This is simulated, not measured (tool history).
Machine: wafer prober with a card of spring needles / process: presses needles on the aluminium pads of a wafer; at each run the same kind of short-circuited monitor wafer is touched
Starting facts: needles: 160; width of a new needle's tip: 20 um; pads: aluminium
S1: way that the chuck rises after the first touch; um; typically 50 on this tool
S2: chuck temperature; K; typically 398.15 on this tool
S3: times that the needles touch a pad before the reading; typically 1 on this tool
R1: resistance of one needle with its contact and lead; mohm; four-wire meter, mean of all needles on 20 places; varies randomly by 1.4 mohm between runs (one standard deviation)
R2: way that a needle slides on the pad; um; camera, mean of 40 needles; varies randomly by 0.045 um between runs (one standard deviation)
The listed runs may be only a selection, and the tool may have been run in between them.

run     day  S1      S2  S3   R1     R2
  1       0  50  398.15   1  121  13.02
      0.588  -- tips cleaned on abrasive film
      1.533  -- tips cleaned on abrasive film
  2   1.654  50  398.15   2  123  12.96
      2.342  -- tips cleaned on abrasive film
      3.262  -- tips cleaned on abrasive film
      4.071  -- tips cleaned on abrasive film
  3   4.417  50  376.15   1  118  12.85
      4.962  -- tips cleaned on abrasive film
      5.458  -- height of the first contact set anew
      5.812  -- tips cleaned on abrasive film
      6.796  -- tips cleaned on abrasive film
  4   7.071  50  376.15   1  120  12.97
      7.667  -- tips cleaned on abrasive film
      8.654  -- tips cleaned on abrasive film
  5   9.404  50  298.15   1  108  13.01
      9.538  -- tips cleaned on abrasive film
     10.404  -- tips cleaned on abrasive film
     11.308  -- tips cleaned on abrasive film
  6  11.308  50  298.15   1  106  12.92
     12.288  -- tips cleaned on abrasive film
     13.167  -- tips cleaned on abrasive film
  7  13.167  50  298.15   1  105  12.97
     14.054  -- tips cleaned on abrasive film
     14.971  -- tips cleaned on abrasive film
  8  15.167  50  346.15   1  116  12.96
     15.933  -- tips cleaned on abrasive film
     16.754  -- tips cleaned on abrasive film
     17.712  -- tips cleaned on abrasive film
  9  17.912  50  346.15   1  115  12.96
     18.667  -- tips cleaned on abrasive film
     19.583  -- tips cleaned on abrasive film
 10  19.825  50  346.15   1  114  12.85
     20.546  -- tips cleaned on abrasive film
 11  21.133  50  346.15   1  114  12.93
     21.488  -- tips cleaned on abrasive film
       22.4  -- tips cleaned on abrasive film
 12  22.996  50  398.15   1  121  12.93
      23.35  -- tips cleaned on abrasive film
     24.217  -- tips cleaned on abrasive film
 13   24.65  50  398.15   2  122  13.05
     25.121  -- tips cleaned on abrasive film
     26.067  -- tips cleaned on abrasive film
     26.996  -- tips cleaned on abrasive film
 14  27.146  50  398.15   2  122  13.01
     27.892  -- tips cleaned on abrasive film
       28.1  -- height of the first contact set anew
     28.771  -- tips cleaned on abrasive film
     29.567  -- tips cleaned on abrasive film
 15  29.892  50  398.15   2  121     13
     30.425  -- tips cleaned on abrasive film
     31.354  -- tips cleaned on abrasive film
     32.288  -- tips cleaned on abrasive film
 16  32.667  36  329.15   2  119   9.37
     33.146  -- tips cleaned on abrasive film
     34.021  -- tips cleaned on abrasive film
 17  34.275  34  383.15   2  128   8.77
     34.958  -- tips cleaned on abrasive film
     35.879  -- tips cleaned on abrasive film
 18  35.958  34  383.15   2  128   8.82
     36.746  -- tips cleaned on abrasive film
     37.562  -- tips cleaned on abrasive film
 19  37.562  49  316.15   2  112   12.7
     38.379  -- tips cleaned on abrasive film
     39.317  -- tips cleaned on abrasive film
 20  39.729  30  398.15   1  133   7.85
       40.2  -- tips cleaned on abrasive film
     41.075  -- tips cleaned on abrasive film
     41.983  -- tips cleaned on abrasive film
 21  42.479  65  398.15   2  116  16.86
     42.846  -- tips cleaned on abrasive film
     43.717  -- tips cleaned on abrasive film
 22  43.717  65  398.15   2  116  16.89
     44.692  -- tips cleaned on abrasive film
     45.579  -- tips cleaned on abrasive film
 23  45.979  65  398.15   2  118  16.82
     46.538  -- tips cleaned on abrasive film
     47.371  -- tips cleaned on abrasive film
 24  47.371  49  398.15   1  122  12.68
     48.238  -- tips cleaned on abrasive film
 25  48.988  38  318.15   2  117   9.87
     49.179  -- tips cleaned on abrasive film
     50.021  -- tips cleaned on abrasive film
     50.721  -- height of the first contact set anew
     50.904  -- tips cleaned on abrasive film
     51.758  -- tips cleaned on abrasive film
 26  51.962  49  398.15   1  123  12.71
     52.558  -- tips cleaned on abrasive film
     53.521  -- tips cleaned on abrasive film
     54.429  -- tips cleaned on abrasive film
 27    54.8  33  398.15   1  132   8.57
     55.396  -- tips cleaned on abrasive film
     56.208  -- tips cleaned on abrasive film
     57.096  -- tips cleaned on abrasive film
 28  57.096  33  398.15   1  130   8.51
     57.917  -- tips cleaned on abrasive film
 29  58.558  54  398.15   3  118  14.08

4 options for the next run, each taken on its own from the tool as it stands now. Forecast them:
     58.721  -- tips cleaned on abrasive film
     59.688  -- tips cleaned on abrasive film
     60.588  -- tips cleaned on abrasive film
  A  60.958  53  304.15   1   ?   ?
     58.721  -- tips cleaned on abrasive film
     59.688  -- tips cleaned on abrasive film
     60.588  -- tips cleaned on abrasive film
  B  60.958  64  328.15   1   ?   ?
     58.721  -- tips cleaned on abrasive film
     59.688  -- tips cleaned on abrasive film
     60.588  -- tips cleaned on abrasive film
  C  60.958  50  343.15   1   ?   ?
     58.721  -- tips cleaned on abrasive film
     59.688  -- tips cleaned on abrasive film
     60.588  -- tips cleaned on abrasive film
  D  60.958  68  398.15   2   ?   ?

run   R1     R2
  A  108  13.64
  B  108  16.52
  C  116     13
  D  116  17.64
Take away the tool's hidden state, keep each run's random variation, and the runs would have read:
run   R1     R2
  A  108  13.64
  B  108  16.52
  C  115     13
  D  115  17.64

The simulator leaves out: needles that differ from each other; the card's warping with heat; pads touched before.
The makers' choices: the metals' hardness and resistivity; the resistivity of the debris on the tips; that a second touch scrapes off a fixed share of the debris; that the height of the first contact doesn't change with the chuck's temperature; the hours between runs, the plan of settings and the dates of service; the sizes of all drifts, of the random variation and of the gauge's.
